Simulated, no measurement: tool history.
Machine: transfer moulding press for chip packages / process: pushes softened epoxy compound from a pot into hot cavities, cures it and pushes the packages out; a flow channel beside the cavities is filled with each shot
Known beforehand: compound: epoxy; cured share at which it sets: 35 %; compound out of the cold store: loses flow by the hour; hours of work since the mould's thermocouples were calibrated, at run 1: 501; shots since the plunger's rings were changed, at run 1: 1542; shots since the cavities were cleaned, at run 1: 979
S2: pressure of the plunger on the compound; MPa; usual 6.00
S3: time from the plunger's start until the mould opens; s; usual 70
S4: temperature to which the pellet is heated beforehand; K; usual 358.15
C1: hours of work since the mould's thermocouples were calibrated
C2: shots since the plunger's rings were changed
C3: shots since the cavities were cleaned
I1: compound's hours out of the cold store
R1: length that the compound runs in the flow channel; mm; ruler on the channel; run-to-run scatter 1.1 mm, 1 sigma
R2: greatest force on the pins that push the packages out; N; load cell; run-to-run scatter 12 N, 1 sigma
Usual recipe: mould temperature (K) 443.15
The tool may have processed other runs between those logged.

{"run": 1, "hour": 0.0, "mould temperature (K)": 443.15, "S2": 6.0, "S3": 70, "S4": 358.15, "C1": 501, "C2": 1542, "C3": 979, "I1": 46.1, "R1": 594, "R2": 1031}
{"hour": 12.0, "done": "cavities cleaned with cleaning compound and waxed"}
{"run": 2, "hour": 38.9, "mould temperature (K)": 443.15, "S2": 6.0, "S3": 70, "S4": 358.15, "C1": 525, "C2": 2176, "C3": 456, "I1": 40.9, "R1": 601, "R2": 850}
{"hour": 70.2, "done": "plunger's sealing rings changed"}
{"hour": 83.1, "done": "cavities cleaned with cleaning compound and waxed"}
{"run": 3, "hour": 83.1, "mould temperature (K)": 443.15, "S2": 6.0, "S3": 70, "S4": 358.15, "C1": 551, "C2": 194, "C3": 0, "I1": 31.8, "R1": 633, "R2": 574}
{"run": 4, "hour": 112.2, "mould temperature (K)": 443.15, "S2": 6.0, "S3": 70, "S4": 358.15, "C1": 569, "C2": 688, "C3": 494, "I1": 35.5, "R1": 623, "R2": 874}
{"hour": 153.7, "done": "cavities cleaned with cleaning compound and waxed"}
{"run": 5, "hour": 160.7, "mould temperature (K)": 443.15, "S2": 6.0, "S3": 70, "S4": 358.15, "C1": 599, "C2": 1483, "C3": 118, "I1": 46.8, "R1": 593, "R2": 674}
{"run": 6, "hour": 180.3, "mould temperature (K)": 443.15, "S2": 6.0, "S3": 70, "S4": 358.15, "C1": 611, "C2": 1816, "C3": 451, "I1": 36.2, "R1": 613, "R2": 875}
{"run": 7, "hour": 217.7, "mould temperature (K)": 443.15, "S2": 6.0, "S3": 70, "S4": 358.15, "C1": 635, "C2": 2451, "C3": 1086, "I1": 45.8, "R1": 588, "R2": 1029}
{"hour": 223.9, "done": "cavities cleaned with cleaning compound and waxed"}
{"hour": 234.7, "done": "plunger's sealing rings changed"}
{"run": 8, "hour": 245.7, "mould temperature (K)": 443.15, "S2": 6.0, "S3": 70, "S4": 358.15, "C1": 650, "C2": 187, "C3": 328, "I1": 26.3, "R1": 647, "R2": 813}
{"run": 9, "hour": 271.0, "mould temperature (K)": 443.15, "S2": 6.0, "S3": 70, "S4": 356.15, "C1": 667, "C2": 615, "C3": 756, "I1": 35.5, "R1": 624, "R2": 954}
{"hour": 296.5, "done": "cavities cleaned with cleaning compound and waxed"}
{"run": 10, "hour": 308.3, "mould temperature (K)": 443.15, "S2": 6.0, "S3": 70, "S4": 356.15, "C1": 689, "C2": 1222, "C3": 200, "I1": 43.1, "R1": 605, "R2": 705}
{"hour": 338.8, "done": "mould's thermocouples calibrated"}
{"run": 11, "hour": 340.8, "mould temperature (K)": 444.15, "S2": 6.0, "S3": 70, "S4": 358.15, "C1": 1, "C2": 1739, "C3": 717, "I1": 30.6, "R1": 625, "R2": 964}
{"hour": 367.3, "done": "cavities cleaned with cleaning compound and waxed"}
{"run": 12, "hour": 380.5, "mould temperature (K)": 450.15, "S2": 4.86, "S3": 77, "S4": 355.15, "C1": 26, "C2": 2387, "C3": 223, "I1": 41.4, "R1": 533, "R2": 554}
{"hour": 397.1, "done": "plunger's sealing rings changed"}
{"run": 13, "hour": 405.1, "mould temperature (K)": 444.15, "S2": 4.82, "S3": 73, "S4": 355.15, "C1": 40, "C2": 137, "C3": 598, "I1": 13.7, "R1": 603, "R2": 889}
{"hour": 440.4, "done": "cavities cleaned with cleaning compound and waxed"}
{"run": 14, "hour": 450.0, "mould temperature (K)": 451.15, "S2": 4.82, "S3": 73, "S4": 359.15, "C1": 67, "C2": 872, "C3": 163, "I1": 15.8, "R1": 585, "R2": 532}
{"run": 15, "hour": 475.0, "mould temperature (K)": 442.15, "S2": 4.82, "S3": 77, "S4": 361.15, "C1": 83, "C2": 1295, "C3": 586, "I1": 46.9, "R1": 534, "R2": 853}
{"hour": 508.3, "done": "cavities cleaned with cleaning compound and waxed"}
{"run": 16, "hour": 511.4, "mould temperature (K)": 443.15, "S2": 6.0, "S3": 95, "S4": 357.15, "C1": 105, "C2": 1887, "C3": 51, "I1": 17.3, "R1": 650, "R2": 446}
{"run": 17, "hour": 545.8, "mould temperature (K)": 437.15, "S2": 6.0, "S3": 95, "S4": 357.15, "C1": 127, "C2": 2471, "C3": 635, "I1": 24.8, "R1": 638, "R2": 811}
{"hour": 558.9, "done": "plunger's sealing rings changed"}
{"hour": 581.3, "done": "cavities cleaned with cleaning compound and waxed"}
{"run": 18, "hour": 590.0, "mould temperature (K)": 437.15, "S2": 6.0, "S3": 67, "S4": 357.15, "C1": 153, "C2": 502, "C3": 147, "I1": 37.4, "R1": 630, "R2": 1140}
{"run": 19, "hour": 634.5, "mould temperature (K)": 443.15, "S2": 4.97, "S3": 70, "S4": 367.15, "C1": 181, "C2": 1256, "C3": 901, "I1": 36.9, "R1": 559, "R2": 1008}
{"hour": 652.7, "done": "cavities cleaned with cleaning compound and waxed"}
{"run": 20, "hour": 682.7, "mould temperature (K)": 436.15, "S2": 6.0, "S3": 63, "S4": 366.15, "C1": 211, "C2": 2048, "C3": 509, "I1": 36.1, "R1": 617, "R2": 1772}

Below are 5 alternative next runs, each starting from the tool's condition after run 20. Predict each:
{"hour": 721.3, "done": "plunger's sealing rings changed"}
{"hour": 727.3, "done": "cavities cleaned with cleaning compound and waxed"}
{"run": "A", "hour": 733.1, "mould temperature (K)": 450.15, "S2": 6.0, "S3": 70, "S4": 351.15, "C1": 240, "C2": 174, "C3": 99, "I1": 14.7, "R1": "?", "R2": "?"}
{"hour": 721.3, "done": "plunger's sealing rings changed"}
{"hour": 727.3, "done": "cavities cleaned with cleaning compound and waxed"}
{"run": "B", "hour": 733.1, "mould temperature (K)": 448.15, "S2": 6.0, "S3": 70, "S4": 360.15, "C1": 240, "C2": 174, "C3": 99, "I1": 40.4, "R1": "?", "R2": "?"}
{"hour": 721.3, "done": "plunger's sealing rings changed"}
{"hour": 727.3, "done": "cavities cleaned with cleaning compound and waxed"}
{"run": "C", "hour": 733.1, "mould temperature (K)": 440.15, "S2": 5.87, "S3": 70, "S4": 355.15, "C1": 240, "C2": 174, "C3": 99, "I1": 40.1, "R1": "?", "R2": "?"}
{"hour": 721.3, "done": "plunger's sealing rings changed"}
{"hour": 727.3, "done": "cavities cleaned with cleaning compound and waxed"}
{"run": "D", "hour": 733.1, "mould temperature (K)": 443.15, "S2": 6.0, "S3": 83, "S4": 358.15, "C1": 240, "C2": 174, "C3": 99, "I1": 15.1, "R1": "?", "R2": "?"}
{"hour": 721.3, "done": "plunger's sealing rings changed"}
{"hour": 727.3, "done": "cavities cleaned with cleaning compound and waxed"}
{"run": "E", "hour": 733.1, "mould temperature (K)": 442.15, "S2": 6.75, "S3": 70, "S4": 357.15, "C1": 240, "C2": 174, "C3": 99, "I1": 27.0, "R1": "?", "R2": "?"}

run=A R1=665 R2=544
run=B R1=611 R2=555
run=C R1=615 R2=828
run=D R1=673 R2=549
run=E R1=688 R2=716
Had the tool no hidden state, the same runs would have come out as:
run=A R1=667 R2=458
run=B R1=613 R2=468
run=C R1=617 R2=711
run=D R1=676 R2=462
run=E R1=691 R2=612
